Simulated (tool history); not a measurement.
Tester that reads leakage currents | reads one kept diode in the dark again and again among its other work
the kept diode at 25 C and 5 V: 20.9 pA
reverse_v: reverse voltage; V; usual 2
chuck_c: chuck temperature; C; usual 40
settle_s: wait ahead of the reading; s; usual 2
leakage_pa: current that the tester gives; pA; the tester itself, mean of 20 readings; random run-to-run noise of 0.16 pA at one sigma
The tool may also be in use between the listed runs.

run 1 hour=0 | reverse_v=2 chuck_c=40 settle_s=2 | leakage_pa=62.8
run 2 hour=18.6 | reverse_v=2 chuck_c=40 settle_s=2 | leakage_pa=62.97
run 3 hour=41.4 | reverse_v=2 chuck_c=40 settle_s=2 | leakage_pa=63.38
run 4 hour=72.7 | reverse_v=2 chuck_c=40 settle_s=2 | leakage_pa=63.41
run 5 hour=105.5 | reverse_v=4.96 chuck_c=40 settle_s=2 | leakage_pa=102.26
-- hour=111.1 probe card cleaned and baked
run 6 hour=131.4 | reverse_v=2 chuck_c=40 settle_s=2 | leakage_pa=64.23
run 7 hour=163.9 | reverse_v=2 chuck_c=40 settle_s=2 | leakage_pa=64.51
run 8 hour=203.8 | reverse_v=2 chuck_c=40 settle_s=2 | leakage_pa=64.67
-- hour=220.5 probe card cleaned and baked, once more
run 9 hour=227.4 | reverse_v=1.17 chuck_c=26 settle_s=3.12 | leakage_pa=13.38
-- hour=257.2 chuck's temperature calibrated
run 10 hour=265.9 | reverse_v=1.17 chuck_c=26 settle_s=3.12 | leakage_pa=10.89
run 11 hour=282.8 | reverse_v=2 chuck_c=52 settle_s=2.26 | leakage_pa=140.3
run 12 hour=305.1 | reverse_v=3.9 chuck_c=50 settle_s=1.12 | leakage_pa=168.52
run 13 hour=339.5 | reverse_v=19.85 chuck_c=40 settle_s=3.14 | leakage_pa=165.96
run 14 hour=362.4 | reverse_v=4.94 chuck_c=21 settle_s=3.97 | leakage_pa=14.56

Results for each run, recomputed without the tool's hidden state and with each run's random variation untouched:
The hidden state here: stray current of the dirty probe card, pA a volt; current scale over the true one, %; true chuck temperature over the reading, C; drift of the gauge itself on leakage_pa, %.
run=1 leakage_pa=52.05
run=2 leakage_pa=52.14
run=3 leakage_pa=52.4
run=4 leakage_pa=52.35
run=5 leakage_pa=82.78
run=6 leakage_pa=52
run=7 leakage_pa=52.12
run=8 leakage_pa=52.12
run=9 leakage_pa=11.14
run=10 leakage_pa=11.05
run=11 leakage_pa=142.16
run=12 leakage_pa=170.5
run=13 leakage_pa=166.99
run=14 leakage_pa=14.47
